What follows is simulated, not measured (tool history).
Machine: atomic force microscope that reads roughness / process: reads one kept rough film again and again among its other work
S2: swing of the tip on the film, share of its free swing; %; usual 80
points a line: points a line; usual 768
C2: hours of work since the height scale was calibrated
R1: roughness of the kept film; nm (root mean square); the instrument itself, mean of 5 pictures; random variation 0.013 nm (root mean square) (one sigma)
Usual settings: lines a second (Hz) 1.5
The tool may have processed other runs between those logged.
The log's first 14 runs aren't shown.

{"run": 15, "hour": 126.5, "lines a second (Hz)": 1.5, "S2": 72, "points a line": 389, "pictures with this tip": 20, "C2": 131, "R1": 3.041}
{"run": 16, "hour": 136.8, "lines a second (Hz)": 1.5, "S2": 72, "points a line": 389, "pictures with this tip": 30, "C2": 135, "R1": 3.018}
{"run": 17, "hour": 147.9, "lines a second (Hz)": 1.5, "S2": 72, "points a line": 389, "pictures with this tip": 41, "C2": 140, "R1": 3.014}
{"run": 18, "hour": 155.6, "lines a second (Hz)": 1.5, "S2": 80, "points a line": 357, "pictures with this tip": 49, "C2": 143, "R1": 2.939}
{"run": 19, "hour": 163.3, "lines a second (Hz)": 1.5, "S2": 80, "points a line": 441, "pictures with this tip": 56, "C2": 146, "R1": 2.97}
{"run": 20, "hour": 174.5, "lines a second (Hz)": 1.5, "S2": 80, "points a line": 441, "pictures with this tip": 68, "C2": 151, "R1": 2.949}
{"run": 21, "hour": 184.8, "lines a second (Hz)": 1.5, "S2": 80, "points a line": 441, "pictures with this tip": 78, "C2": 156, "R1": 2.952}
{"run": 22, "hour": 195.5, "lines a second (Hz)": 1.5, "S2": 80, "points a line": 441, "pictures with this tip": 88, "C2": 160, "R1": 2.956}
{"run": 23, "hour": 203.6, "lines a second (Hz)": 1.5, "S2": 80, "points a line": 441, "pictures with this tip": 96, "C2": 164, "R1": 2.911}

What does the tool deliver on the next run?
{"run": 24, "hour": 210.7, "lines a second (Hz)": 0.61, "S2": 80, "points a line": 768, "pictures with this tip": 103, "C2": 167, "R1": "?"}

R1: 3.121 nm (root mean square)
Without the tool's hidden state the same run would have given R1 3.126 nm (root mean square).
